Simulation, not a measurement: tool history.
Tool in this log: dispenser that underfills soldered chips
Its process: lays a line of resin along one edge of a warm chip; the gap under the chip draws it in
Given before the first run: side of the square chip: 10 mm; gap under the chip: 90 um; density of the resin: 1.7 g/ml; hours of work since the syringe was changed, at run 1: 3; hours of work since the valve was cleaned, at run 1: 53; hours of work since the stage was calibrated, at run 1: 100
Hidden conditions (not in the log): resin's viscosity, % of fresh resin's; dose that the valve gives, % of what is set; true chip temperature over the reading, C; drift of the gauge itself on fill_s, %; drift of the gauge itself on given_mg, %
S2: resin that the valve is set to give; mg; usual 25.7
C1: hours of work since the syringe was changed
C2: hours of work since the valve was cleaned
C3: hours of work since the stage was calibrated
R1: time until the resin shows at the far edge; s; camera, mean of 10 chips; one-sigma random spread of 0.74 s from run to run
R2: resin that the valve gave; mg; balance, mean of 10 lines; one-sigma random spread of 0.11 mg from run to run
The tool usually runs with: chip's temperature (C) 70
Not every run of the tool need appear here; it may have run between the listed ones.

{"run": 1, "hour": 0.0, "chip's temperature (C)": 70, "S2": 25.7, "C1": 3, "C2": 53, "C3": 100, "R1": 75.4, "R2": 25.12}
{"hour": 5.2, "done": "new syringe of resin"}
{"run": 2, "hour": 10.2, "chip's temperature (C)": 70, "S2": 25.7, "C1": 4, "C2": 60, "C3": 108, "R1": 78.2, "R2": 24.83}
{"hour": 15.1, "done": "new syringe of resin"}
{"run": 3, "hour": 20.1, "chip's temperature (C)": 70, "S2": 26.8, "C1": 4, "C2": 67, "C3": 115, "R1": 77.8, "R2": 25.72}
{"hour": 24.8, "done": "new syringe of resin"}
{"run": 4, "hour": 28.5, "chip's temperature (C)": 76, "S2": 26.8, "C1": 3, "C2": 73, "C3": 121, "R1": 62.2, "R2": 25.87}
{"hour": 34.8, "done": "new syringe of resin"}
{"run": 5, "hour": 37.3, "chip's temperature (C)": 76, "S2": 26.8, "C1": 2, "C2": 79, "C3": 127, "R1": 59.2, "R2": 25.58}
{"run": 6, "hour": 43.6, "chip's temperature (C)": 70, "S2": 22.3, "C1": 7, "C2": 84, "C3": 132, "R1": 89.9, "R2": 21.4}
{"hour": 44.6, "done": "new syringe of resin"}
{"run": 7, "hour": 52.9, "chip's temperature (C)": 70, "S2": 23.9, "C1": 6, "C2": 91, "C3": 138, "R1": 87.8, "R2": 22.72}
{"hour": 54.7, "done": "new syringe of resin"}
{"run": 8, "hour": 58.6, "chip's temperature (C)": 59, "S2": 23.9, "C1": 3, "C2": 95, "C3": 142, "R1": 112.7, "R2": 22.72}
{"hour": 63.2, "done": "dispensing valve cleaned and set on the balance"}
{"hour": 65.5, "done": "new syringe of resin"}
{"run": 9, "hour": 66.9, "chip's temperature (C)": 70, "S2": 26.4, "C1": 1, "C2": 3, "C3": 148, "R1": 69.4, "R2": 26.15}
{"run": 10, "hour": 71.1, "chip's temperature (C)": 67, "S2": 25.7, "C1": 4, "C2": 6, "C3": 151, "R1": 87.7, "R2": 25.59}
{"hour": 75.2, "done": "new syringe of resin"}
{"run": 11, "hour": 78.8, "chip's temperature (C)": 67, "S2": 25.7, "C1": 3, "C2": 11, "C3": 156, "R1": 81.3, "R2": 25.32}
{"hour": 85.6, "done": "new syringe of resin"}
{"run": 12, "hour": 87.3, "chip's temperature (C)": 67, "S2": 25.7, "C1": 1, "C2": 17, "C3": 162, "R1": 77.8, "R2": 25.45}
{"run": 13, "hour": 92.2, "chip's temperature (C)": 70, "S2": 25.7, "C1": 5, "C2": 21, "C3": 166, "R1": 82.0, "R2": 25.38}
{"hour": 95.6, "done": "new syringe of resin"}
{"run": 14, "hour": 97.2, "chip's temperature (C)": 70, "S2": 25.7, "C1": 1, "C2": 24, "C3": 169, "R1": 68.4, "R2": 25.46}
{"hour": 105.2, "done": "new syringe of resin"}
{"run": 15, "hour": 105.2, "chip's temperature (C)": 67, "S2": 25.7, "C1": 0, "C2": 30, "C3": 175, "R1": 74.0, "R2": 25.25}
{"run": 16, "hour": 113.2, "chip's temperature (C)": 67, "S2": 25.7, "C1": 6, "C2": 36, "C3": 181, "R1": 93.6, "R2": 25.28}
{"hour": 115.0, "done": "new syringe of resin"}
{"run": 17, "hour": 122.2, "chip's temperature (C)": 70, "S2": 24.1, "C1": 5, "C2": 42, "C3": 187, "R1": 82.2, "R2": 23.53}
{"hour": 125.1, "done": "new syringe of resin"}
{"run": 18, "hour": 132.4, "chip's temperature (C)": 70, "S2": 24.1, "C1": 5, "C2": 50, "C3": 195, "R1": 82.9, "R2": 23.51}
{"hour": 135.0, "done": "new syringe of resin"}
{"run": 19, "hour": 139.0, "chip's temperature (C)": 70, "S2": 24.1, "C1": 3, "C2": 54, "C3": 199, "R1": 75.7, "R2": 23.25}
{"hour": 144.8, "done": "new syringe of resin"}
{"run": 20, "hour": 144.8, "chip's temperature (C)": 66, "S2": 32.3, "C1": 0, "C2": 59, "C3": 204, "R1": 75.7, "R2": 31.21}
{"run": 21, "hour": 151.8, "chip's temperature (C)": 80, "S2": 31.2, "C1": 5, "C2": 64, "C3": 209, "R1": 57.3, "R2": 29.83}
{"hour": 154.5, "done": "new syringe of resin"}
{"run": 22, "hour": 156.5, "chip's temperature (C)": 80, "S2": 31.2, "C1": 1, "C2": 67, "C3": 212, "R1": 49.5, "R2": 30.16}
{"hour": 164.2, "done": "new syringe of resin"}
{"run": 23, "hour": 165.1, "chip's temperature (C)": 62, "S2": 29.3, "C1": 1, "C2": 73, "C3": 218, "R1": 88.6, "R2": 27.93}
{"hour": 174.0, "done": "new syringe of resin"}
{"run": 24, "hour": 175.2, "chip's temperature (C)": 61, "S2": 23.6, "C1": 1, "C2": 80, "C3": 225, "R1": 94.6, "R2": 22.59}
{"run": 25, "hour": 182.8, "chip's temperature (C)": 73, "S2": 22.5, "C1": 7, "C2": 86, "C3": 231, "R1": 78.7, "R2": 21.34}
{"hour": 184.0, "done": "new syringe of resin"}
{"run": 26, "hour": 190.8, "chip's temperature (C)": 67, "S2": 28.8, "C1": 5, "C2": 92, "C3": 237, "R1": 86.6, "R2": 27.28}
{"hour": 193.6, "done": "new syringe of resin"}
{"hour": 199.9, "done": "dispensing valve cleaned and set on the balance"}
{"run": 27, "hour": 201.3, "chip's temperature (C)": 67, "S2": 28.8, "C1": 5, "C2": 1, "C3": 244, "R1": 86.0, "R2": 28.87}
{"hour": 204.1, "done": "new syringe of resin"}
{"run": 28, "hour": 211.3, "chip's temperature (C)": 67, "S2": 28.8, "C1": 5, "C2": 8, "C3": 251, "R1": 88.8, "R2": 28.58}
{"hour": 214.5, "done": "new syringe of resin"}
{"run": 29, "hour": 217.3, "chip's temperature (C)": 67, "S2": 28.8, "C1": 2, "C2": 12, "C3": 255, "R1": 79.8, "R2": 28.66}
{"hour": 224.7, "done": "new syringe of resin"}
{"run": 30, "hour": 225.0, "chip's temperature (C)": 67, "S2": 28.8, "C1": 0, "C2": 18, "C3": 261, "R1": 73.2, "R2": 28.42}
{"hour": 234.7, "done": "new syringe of resin"}
{"run": 31, "hour": 235.1, "chip's temperature (C)": 70, "S2": 31.1, "C1": 0, "C2": 25, "C3": 268, "R1": 65.3, "R2": 30.8}
{"hour": 244.2, "done": "new syringe of resin"}
{"run": 32, "hour": 245.3, "chip's temperature (C)": 55, "S2": 23.8, "C1": 1, "C2": 33, "C3": 275, "R1": 114.5, "R2": 23.52}
{"hour": 253.8, "done": "new syringe of resin"}
{"run": 33, "hour": 253.8, "chip's temperature (C)": 81, "S2": 28.4, "C1": 0, "C2": 39, "C3": 281, "R1": 46.0, "R2": 27.86}
{"run": 34, "hour": 262.6, "chip's temperature (C)": 70, "S2": 30.0, "C1": 7, "C2": 45, "C3": 288, "R1": 85.3, "R2": 28.94}

4 options for the next run, each taken on its own from the tool as it stands now. Forecast them:
{"hour": 263.6, "done": "new syringe of resin"}
{"run": "A", "hour": 270.8, "chip's temperature (C)": 78, "S2": 32.1, "C1": 5, "C2": 51, "C3": 294, "R1": "?", "R2": "?"}
{"hour": 263.6, "done": "new syringe of resin"}
{"run": "B", "hour": 270.8, "chip's temperature (C)": 73, "S2": 26.8, "C1": 5, "C2": 51, "C3": 294, "R1": "?", "R2": "?"}
{"hour": 263.6, "done": "new syringe of resin"}
{"run": "C", "hour": 270.8, "chip's temperature (C)": 63, "S2": 22.1, "C1": 5, "C2": 51, "C3": 294, "R1": "?", "R2": "?"}
{"hour": 263.6, "done": "new syringe of resin"}
{"run": "D", "hour": 270.8, "chip's temperature (C)": 70, "S2": 32.8, "C1": 5, "C2": 51, "C3": 294, "R1": "?", "R2": "?"}

run=A R1=62.0 R2=31.22
run=B R1=71.8 R2=25.92
run=C R1=105.0 R2=21.56
run=D R1=77.1 R2=31.87
With no hidden state in the tool, these same runs would have given:
run=A R1=52.5 R2=32.13
run=B R1=60.9 R2=26.67
run=C R1=89.0 R2=22.19
run=D R1=65.4 R2=32.79
